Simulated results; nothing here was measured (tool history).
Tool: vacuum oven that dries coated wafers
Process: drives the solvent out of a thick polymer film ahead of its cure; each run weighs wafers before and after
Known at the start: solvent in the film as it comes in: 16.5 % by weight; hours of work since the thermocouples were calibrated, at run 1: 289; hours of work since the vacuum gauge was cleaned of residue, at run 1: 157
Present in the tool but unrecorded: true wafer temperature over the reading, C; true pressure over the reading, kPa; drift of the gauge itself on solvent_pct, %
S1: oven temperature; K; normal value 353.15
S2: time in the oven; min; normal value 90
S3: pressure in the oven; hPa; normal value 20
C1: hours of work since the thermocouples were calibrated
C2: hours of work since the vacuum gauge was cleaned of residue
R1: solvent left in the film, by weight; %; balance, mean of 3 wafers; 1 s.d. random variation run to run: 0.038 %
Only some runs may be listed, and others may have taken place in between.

run 1 day=0 | S1=353.15 S2=90 S3=20 | C1=289 C2=157 | R1=3.42
run 2 day=4.192 | S1=353.15 S2=99 S3=20 | C1=367 C2=236 | R1=2.95
run 3 day=9.288 | S1=353.15 S2=99 S3=20 | C1=463 C2=332 | R1=2.93
run 4 day=11.729 | S1=353.15 S2=90 S3=20 | C1=509 C2=378 | R1=3.3
run 5 day=16.875 | S1=353.15 S2=90 S3=20 | C1=606 C2=475 | R1=3.31
run 6 day=19.704 | S1=353.15 S2=90 S3=20 | C1=659 C2=528 | R1=3.32
run 7 day=24.225 | S1=353.15 S2=90 S3=20 | C1=744 C2=613 | R1=3.18
run 8 day=28.838 | S1=353.15 S2=90 S3=20 | C1=831 C2=699 | R1=3.23
run 9 day=31.192 | S1=353.15 S2=90 S3=20 | C1=875 C2=744 | R1=3.21
run 10 day=36.025 | S1=353.15 S2=90 S3=20 | C1=966 C2=835 | R1=3.21
-- day=36.908 oven's thermocouples calibrated
run 11 day=40.775 | S1=338.15 S2=90 S3=12 | C1=73 C2=922 | R1=8.7
run 12 day=42.925 | S1=351.15 S2=113 S3=31.5 | C1=113 C2=963 | R1=3.67
run 13 day=45.904 | S1=351.15 S2=113 S3=31.5 | C1=169 C2=1019 | R1=3.71
run 14 day=49.65 | S1=349.15 S2=117 S3=15.1 | C1=239 C2=1089 | R1=3.62
run 15 day=51.825 | S1=349.15 S2=117 S3=15.1 | C1=280 C2=1130 | R1=3.59
run 16 day=56.196 | S1=349.15 S2=117 S3=15.1 | C1=363 C2=1212 | R1=3.5
run 17 day=61.133 | S1=349.15 S2=117 S3=15.1 | C1=455 C2=1305 | R1=3.58
run 18 day=63.304 | S1=349.15 S2=117 S3=15.1 | C1=496 C2=1346 | R1=3.52

Predict each of these 3 candidate next runs independently; none follows another, all start after run 18:
run A day=68.183 | S1=353.15 S2=106 S3=15.7 | C1=588 C2=1437 | R1=?
run B day=68.183 | S1=365.15 S2=80 S3=68.9 | C1=588 C2=1437 | R1=?
run C day=68.183 | S1=349.15 S2=90 S3=58.9 | C1=588 C2=1437 | R1=?

run=A R1=2.55
run=B R1=2.21
run=C R1=6.24
Had the tool no hidden state, the same runs would have come out as:
run=A R1=2.57
run=B R1=2.19
run=C R1=6.32
